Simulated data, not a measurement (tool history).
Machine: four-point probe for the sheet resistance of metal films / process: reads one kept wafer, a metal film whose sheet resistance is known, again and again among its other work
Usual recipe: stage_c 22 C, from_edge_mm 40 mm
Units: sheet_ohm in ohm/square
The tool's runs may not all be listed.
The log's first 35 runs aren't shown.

run,hour,stage_c,from_edge_mm,touches since the probe head was changed,hours of work since the stage's thermometer was calibrated,sheet_ohm
36,1960.8,32,40,23326,307,6.208873
37,2039.4,18,17,26108,353,6.145572
38,2102.2,23,31,28330,390,6.163866
39,2144.1,23,31,29814,414,6.165174
40,2180.5,23,31,31103,436,6.164629
41,2259.4,24,27,33895,482,6.165397
42,2334.1,18,39,36542,526,6.135904
43,2377.1,18,8,38064,551,6.14861

Branching from run 43: 3 alternative next runs. What would each branch give?
A,2422.9,20,13,39685,578,?
B,2422.9,32,7,39685,578,?
C,2422.9,30,8,39685,578,?

run,sheet_ohm
A,6.14992
B,6.213119
C,6.201832
Had the tool no hidden state, the same runs would have come out as:
run,sheet_ohm
A,6.171425
B,6.235038
C,6.22368
